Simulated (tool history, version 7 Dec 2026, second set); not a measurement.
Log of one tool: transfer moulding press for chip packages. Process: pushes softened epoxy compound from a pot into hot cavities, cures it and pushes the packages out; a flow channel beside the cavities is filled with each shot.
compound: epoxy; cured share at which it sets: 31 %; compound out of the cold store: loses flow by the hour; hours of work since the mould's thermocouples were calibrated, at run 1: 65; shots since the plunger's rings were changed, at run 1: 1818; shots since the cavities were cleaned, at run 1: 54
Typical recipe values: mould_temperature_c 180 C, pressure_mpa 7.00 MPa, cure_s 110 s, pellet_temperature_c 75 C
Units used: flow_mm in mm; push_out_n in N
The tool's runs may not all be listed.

run	hour	mould_temperature_c	pressure_mpa	cure_s	pellet_temperature_c	hours of work since the mould's thermocouples were calibrated	shots since the plunger's rings were changed	shots since the cavities were cleaned	incoming compound's hours out of the cold store	flow_mm	push_out_n
1	0.0	180	7.00	110	75	65	1818	54	35.8	541	348
2	6.0	180	7.00	110	75	68	1866	102	29.2	551	364
3	15.3	180	7.00	110	75	72	1941	177	40.9	531	407
4	20.2	180	7.00	110	75	75	1981	217	22.0	563	427
5	26.7	180	7.00	110	75	78	2033	269	31.4	548	428
6	33.5	180	7.00	104	75	81	2088	324	29.2	554	503
7	40.1	180	7.00	91	75	84	2141	377	39.9	525	638
8	49.6	180	7.00	91	75	89	2217	453	11.5	586	760
9	58.2	180	7.00	91	75	93	2287	523	30.9	551	731
10	62.5	180	7.00	91	75	95	2321	557	32.7	540	773
# hour 68.1: cavities cleaned with cleaning compound and waxed
11	73.5	180	7.00	91	78	100	2398	43	34.8	543	473
12	82.1	180	7.00	91	69	104	2467	112	38.3	534	539
13	87.8	180	7.00	91	69	106	2513	158	34.6	543	546
14	97.2	180	7.00	91	69	111	2589	234	20.2	569	622
15	102.4	185	8.21	129	69	113	2631	276	16.1	620	372
16	111.5	180	7.00	110	81	118	2704	349	31.9	540	458
17	119.6	180	7.00	110	81	122	2769	414	37.4	539	480
18	126.3	180	7.00	101	70	125	2823	468	32.1	540	563
19	133.9	180	7.00	121	83	129	2885	530	22.6	564	461
20	139.9	180	7.00	121	83	131	2933	578	35.4	532	482
# hour 143.2: cavities cleaned with cleaning compound and waxed
21	146.5	180	7.00	121	83	134	2974	27	17.3	577	315
22	153.9	178	7.40	110	75	137	3034	87	47.5	527	395
23	163.5	178	7.40	110	75	142	3111	164	10.5	604	441
24	167.7	180	6.41	142	75	144	3144	197	33.1	512	336
25	172.7	180	6.41	142	75	146	3185	238	12.1	564	347
26	179.5	182	7.54	126	75	150	3240	293	9.4	609	391
27	188.4	182	7.54	126	75	154	3311	364	11.9	602	403
28	196.0	182	7.54	126	75	158	3372	425	28.7	562	407

Describe how what the log doesn't record of the tool's condition differs between the last listed run preceding each entry between runs and the first listed run following it.
From run 10 to run 11: cavities cleaned with cleaning compound and waxed (hour 68.1)
  pressure that reaches the compound, % of what is set: 96.61 -> 96.5; grip of the stained cavities, % over clean ones': 69.5 -> 9
  measured less the result without the state, flow_mm: -8 -> -9 mm; push_out_n: +326 -> +51 N
From run 20 to run 21: cavities cleaned with cleaning compound and waxed (hour 143.2)
  pressure that reaches the compound, % of what is set: 95.78 -> 95.72; grip of the stained cavities, % over clean ones': 71.2 -> 9.1
  measured less the result without the state, flow_mm: -11 -> -12 mm; push_out_n: +203 -> +30 N

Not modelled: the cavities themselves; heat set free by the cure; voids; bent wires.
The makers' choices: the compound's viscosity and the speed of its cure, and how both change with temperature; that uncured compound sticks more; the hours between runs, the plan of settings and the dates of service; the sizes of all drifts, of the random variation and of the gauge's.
